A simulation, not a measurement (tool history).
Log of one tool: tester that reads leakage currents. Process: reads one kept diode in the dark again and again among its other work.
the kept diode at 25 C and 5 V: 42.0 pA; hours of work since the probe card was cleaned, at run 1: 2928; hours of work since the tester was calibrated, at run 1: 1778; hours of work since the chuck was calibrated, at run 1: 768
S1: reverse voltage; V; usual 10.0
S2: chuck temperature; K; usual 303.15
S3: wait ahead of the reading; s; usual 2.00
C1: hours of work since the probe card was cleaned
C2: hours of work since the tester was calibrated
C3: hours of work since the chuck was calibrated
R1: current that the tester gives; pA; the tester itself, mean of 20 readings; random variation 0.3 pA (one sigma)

{"run": 1, "hour": 0.0, "S1": 10.0, "S2": 303.15, "S3": 2.0, "C1": 2928, "C2": 1778, "C3": 768, "R1": 116.65}
{"run": 2, "hour": 178.2, "S1": 10.0, "S2": 303.15, "S3": 2.0, "C1": 3049, "C2": 1898, "C3": 888, "R1": 116.93}
{"hour": 265.4, "done": "probe card cleaned and baked"}
{"run": 3, "hour": 340.3, "S1": 10.0, "S2": 303.15, "S3": 0.4, "C1": 51, "C2": 2006, "C3": 996, "R1": 135.43}
{"run": 4, "hour": 425.4, "S1": 10.0, "S2": 303.15, "S3": 2.0, "C1": 108, "C2": 2064, "C3": 1053, "R1": 130.21}
{"run": 5, "hour": 599.6, "S1": 2.0, "S2": 303.15, "S3": 2.0, "C1": 226, "C2": 2182, "C3": 1171, "R1": 42.51}
{"hour": 716.7, "done": "chuck's temperature calibrated"}
{"run": 6, "hour": 735.5, "S1": 10.0, "S2": 303.15, "S3": 8.51, "C1": 317, "C2": 2272, "C3": 13, "R1": 138.83}
{"run": 7, "hour": 884.0, "S1": 10.0, "S2": 303.15, "S3": 2.0, "C1": 417, "C2": 2373, "C3": 113, "R1": 139.65}
{"run": 8, "hour": 971.9, "S1": 10.0, "S2": 303.15, "S3": 2.0, "C1": 477, "C2": 2432, "C3": 173, "R1": 139.1}
{"hour": 1099.0, "done": "probe card cleaned and baked, once more"}
{"run": 9, "hour": 1102.2, "S1": 10.0, "S2": 303.15, "S3": 2.0, "C1": 2, "C2": 2518, "C3": 259, "R1": 94.49}
{"run": 10, "hour": 1242.7, "S1": 10.0, "S2": 319.15, "S3": 2.0, "C1": 97, "C2": 2613, "C3": 354, "R1": 340.92}
{"run": 11, "hour": 1363.0, "S1": 4.1, "S2": 321.15, "S3": 2.53, "C1": 179, "C2": 2695, "C3": 435, "R1": 232.68}
{"run": 12, "hour": 1529.1, "S1": 10.4, "S2": 311.15, "S3": 2.56, "C1": 291, "C2": 2807, "C3": 548, "R1": 183.44}
{"run": 13, "hour": 1643.7, "S1": 1.9, "S2": 303.15, "S3": 2.0, "C1": 369, "C2": 2885, "C3": 625, "R1": 34.77}
{"run": 14, "hour": 1766.5, "S1": 1.9, "S2": 303.15, "S3": 2.0, "C1": 452, "C2": 2968, "C3": 708, "R1": 34.77}
{"run": 15, "hour": 1974.2, "S1": 3.5, "S2": 303.15, "S3": 2.0, "C1": 592, "C2": 3108, "C3": 849, "R1": 49.7}
{"run": 16, "hour": 2171.2, "S1": 8.6, "S2": 304.15, "S3": 5.32, "C1": 726, "C2": 3242, "C3": 982, "R1": 92.35}
{"run": 17, "hour": 2306.1, "S1": 1.4, "S2": 301.15, "S3": 1.92, "C1": 817, "C2": 3333, "C3": 1073, "R1": 24.09}
{"run": 18, "hour": 2431.9, "S1": 10.0, "S2": 303.15, "S3": 5.03, "C1": 902, "C2": 3418, "C3": 1158, "R1": 93.15}

4 ways to go on from here, each from the tool as it stands after run 18. What would each give?
{"run": "A", "hour": 2540.6, "S1": 2.3, "S2": 303.15, "S3": 9.37, "C1": 975, "C2": 3491, "C3": 1232, "R1": "?"}
{"run": "B", "hour": 2540.6, "S1": 12.0, "S2": 303.15, "S3": 5.03, "C1": 975, "C2": 3491, "C3": 1232, "R1": "?"}
{"run": "C", "hour": 2540.6, "S1": 10.0, "S2": 298.15, "S3": 0.38, "C1": 975, "C2": 3491, "C3": 1232, "R1": "?"}
{"run": "D", "hour": 2540.6, "S1": 18.1, "S2": 323.15, "S3": 1.37, "C1": 975, "C2": 3491, "C3": 1232, "R1": "?"}

run=A R1=37.66
run=B R1=103.79
run=C R1=68.90
run=D R1=614.98
Without the tool's hidden state the same runs would have given:
run=A R1=41.00
run=B R1=107.95
run=C R1=69.24
run=D R1=675.16
